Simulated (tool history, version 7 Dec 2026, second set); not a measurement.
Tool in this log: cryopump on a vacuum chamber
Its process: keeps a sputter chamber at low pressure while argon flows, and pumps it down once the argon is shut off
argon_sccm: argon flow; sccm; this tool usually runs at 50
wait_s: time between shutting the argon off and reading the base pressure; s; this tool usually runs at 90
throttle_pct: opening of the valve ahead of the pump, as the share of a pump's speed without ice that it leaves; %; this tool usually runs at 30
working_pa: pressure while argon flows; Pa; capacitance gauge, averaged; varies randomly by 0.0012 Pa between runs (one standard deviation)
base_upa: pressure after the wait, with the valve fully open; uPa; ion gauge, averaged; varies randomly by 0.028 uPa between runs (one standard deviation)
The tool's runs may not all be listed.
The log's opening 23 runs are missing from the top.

run,hour,argon_sccm,wait_s,throttle_pct,hours of work since the pump was warmed up and emptied,hours of work since the cold head was overhauled,hours of work since the chamber's fittings were tightened,working_pa,base_upa
24,432.9,33,51,53,466,466,348,0.1097,2.67
25,459.2,33,51,53,480,480,362,0.1101,2.68
26,474.0,25,90,20,488,488,370,0.2101,2.03
27,500.0,40,173,30,502,502,384,0.2280,1.56
28,522.9,36,90,30,514,514,396,0.2043,1.99
29,534.0,36,90,45,520,520,402,0.1390,2.05
30,549.5,36,90,45,528,528,410,0.1400,2.09
31,573.4,41,183,49,541,541,422,0.1465,1.52
32,589.6,22,27,34,549,549,431,0.1110,4.45
33,610.7,50,45,30,560,560,442,0.2860,2.97
34,633.6,98,45,19,572,572,454,0.8669,3.18

3 options for the next run, each taken on its own from the tool as it stands now. Forecast them:
A,644.9,50,68,18,578,578,460,?,?
B,644.9,30,21,29,578,578,460,?,?
C,644.9,29,67,42,578,578,460,?,?

run,working_pa,base_upa
A,0.4698,2.43
B,0.1776,5.18
C,0.1211,2.51
With no hidden state in the tool, these same runs would have given:
run,working_pa,base_upa
A,0.4559,1.55
B,0.1693,4.32
C,0.1130,1.62
